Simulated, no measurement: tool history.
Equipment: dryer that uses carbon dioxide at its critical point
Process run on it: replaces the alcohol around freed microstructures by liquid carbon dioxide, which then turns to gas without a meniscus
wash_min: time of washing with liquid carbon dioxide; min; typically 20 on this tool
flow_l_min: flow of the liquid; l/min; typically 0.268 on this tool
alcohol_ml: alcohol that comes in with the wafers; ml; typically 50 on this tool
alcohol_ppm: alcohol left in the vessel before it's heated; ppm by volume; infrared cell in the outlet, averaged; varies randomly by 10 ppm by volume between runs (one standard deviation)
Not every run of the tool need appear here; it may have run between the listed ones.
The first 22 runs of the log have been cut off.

run,hour,wash_min,flow_l_min,alcohol_ml,hours of work since the filter was changed,hours of work since the purifier's bed was changed,alcohol_ppm
# hour 191.6: inlet filter changed
23,193.2,20,0.268,50,0,119,592
24,205.2,18,0.268,60,4,122,1106
25,214.0,21,0.177,50,7,125,2311
26,219.7,16,0.172,23,9,127,2337
27,227.5,16,0.172,23,11,129,2361
28,234.8,26,0.430,117,13,132,21
29,243.3,26,0.430,117,16,134,31
30,249.3,19,0.377,101,18,136,324
31,255.5,22,0.183,101,20,138,3620
32,261.1,20,0.204,50,22,140,1739
33,269.4,23,0.178,50,24,142,1735
34,279.7,23,0.178,50,27,145,1739
35,287.3,14,0.188,108,30,148,12586
36,293.1,22,0.209,50,32,150,1209
37,304.5,22,0.209,50,35,153,1178
38,312.5,20,0.187,97,38,156,4624
39,321.0,31,0.268,37,40,158,68
40,326.6,31,0.268,37,42,160,70
41,332.2,31,0.268,37,44,162,62
42,344.5,16,0.341,70,48,166,938
43,354.2,16,0.341,70,51,169,946
44,366.4,20,0.325,50,54,172,303
45,376.1,17,0.207,29,57,175,1681
46,387.1,17,0.207,29,61,179,1779

Below are 5 alternative next runs, each starting from the tool's condition after run 46. Predict each:
A,393.6,20,0.444,52,63,181,?
B,393.6,13,0.268,50,63,181,?
C,393.6,16,0.181,75,63,181,?
D,393.6,21,0.268,24,63,181,?
E,393.6,26,0.247,64,63,181,?

run,alcohol_ppm
A,72
B,3169
C,7403
D,295
E,395
What these runs would have given with no unlogged condition in the tool:
run,alcohol_ppm
A,40
B,2755
C,6596
D,224
E,294

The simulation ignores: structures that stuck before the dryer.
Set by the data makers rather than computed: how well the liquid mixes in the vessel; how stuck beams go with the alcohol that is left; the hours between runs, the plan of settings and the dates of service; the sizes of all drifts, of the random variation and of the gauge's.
